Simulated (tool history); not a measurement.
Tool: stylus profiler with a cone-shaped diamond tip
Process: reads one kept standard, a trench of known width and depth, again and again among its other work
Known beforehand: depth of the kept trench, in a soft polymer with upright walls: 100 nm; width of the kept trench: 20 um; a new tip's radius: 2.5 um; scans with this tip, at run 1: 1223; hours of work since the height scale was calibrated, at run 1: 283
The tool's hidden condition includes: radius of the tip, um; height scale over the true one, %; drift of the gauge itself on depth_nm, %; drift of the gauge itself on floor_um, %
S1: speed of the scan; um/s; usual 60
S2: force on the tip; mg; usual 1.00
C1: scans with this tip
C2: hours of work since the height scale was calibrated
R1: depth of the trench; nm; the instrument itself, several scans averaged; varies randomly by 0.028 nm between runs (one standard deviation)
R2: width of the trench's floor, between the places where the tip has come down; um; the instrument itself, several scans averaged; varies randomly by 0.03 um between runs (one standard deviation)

run	hour	S1	S2	C1	C2	R1	R2
1	0.0	60	1.00	1223	283	100.54	18.23
2	16.0	60	0.81	1268	293	100.44	18.18
3	27.8	60	0.81	1301	301	100.44	18.16
4	46.9	60	0.81	1355	314	100.49	18.18
5	66.4	60	0.81	1410	326	100.44	18.18
6	82.2	60	1.00	1455	337	100.54	18.19
7	96.7	60	1.00	1495	346	100.51	18.09
8	111.1	60	1.00	1536	355	100.58	18.19
9	120.6	60	1.00	1563	362	100.54	18.15
10	132.5	60	1.00	1596	369	100.55	18.18
11	149.6	60	1.00	1644	380	100.54	18.21
12	164.6	49	1.00	1686	390	100.56	18.28
13	175.9	29	1.00	1718	398	100.49	18.33
14	192.3	29	1.00	1764	408	100.58	18.38
15	203.6	29	1.00	1796	416	100.61	18.34
16	216.2	29	1.00	1832	424	100.56	18.36
17	226.0	29	1.00	1859	430	100.53	18.27
18	243.2	51	1.00	1908	441	100.54	18.19
19	256.4	51	1.00	1945	450	100.62	18.15
20	266.2	51	1.00	1973	456	100.59	18.20
21	282.6	51	1.00	2019	467	100.57	18.19
22	301.5	51	1.00	2072	479	100.60	18.18
23	320.3	128	1.31	2125	492	100.71	17.90
24	338.5	137	2.37	2176	504	100.96	17.99
# hour 340.0: height scale calibrated on a step standard
25	358.6	137	2.37	2231	12	101.00	18.03
26	368.4	137	2.37	2259	19	101.04	17.97
27	379.2	137	2.37	2289	26	101.05	18.00
28	394.8	19	2.22	2333	36	100.99	18.37
29	403.5	19	2.22	2358	41	100.99	18.41
30	421.4	108	1.10	2408	53	100.66	17.92
31	439.9	108	1.10	2460	65	100.63	17.89
# hour 447.1: height scale calibrated on a step standard, once more
32	454.9	18	0.90	2501	5	100.50	18.31
33	467.8	222	1.97	2537	13	100.83	17.57
34	480.2	111	1.58	2572	22	100.72	17.95
35	499.3	45	0.69	2626	34	100.38	18.14
36	513.6	45	0.69	2666	43	100.43	18.18
37	521.8	17	1.04	2690	49	100.55	18.27
38	534.9	121	1.00	2726	57	100.55	17.74
39	550.9	48	0.50	2771	68	100.32	18.08
40	570.7	79	0.53	2827	81	100.36	17.86
41	589.3	64	1.11	2880	93	100.61	18.13
42	607.6	64	1.11	2931	105	100.60	18.12
43	617.4	64	1.11	2959	111	100.64	18.07

Below are 5 alternative next runs, each starting from the tool's condition after run 43. Predict each:
A	633.8	23	1.00	3005	122	?	?
B	633.8	25	1.11	3005	122	?	?
C	633.8	17	1.00	3005	122	?	?
D	633.8	55	0.50	3005	122	?	?
E	633.8	24	0.65	3005	122	?	?

run	R1	R2
A	100.49	18.27
B	100.61	18.26
C	100.55	18.33
D	100.39	17.96
E	100.44	18.22
Had the tool no hidden state, the same runs would have come out as:
run	R1	R2
A	100.44	18.46
B	100.56	18.44
C	100.50	18.51
D	100.34	18.15
E	100.39	18.41
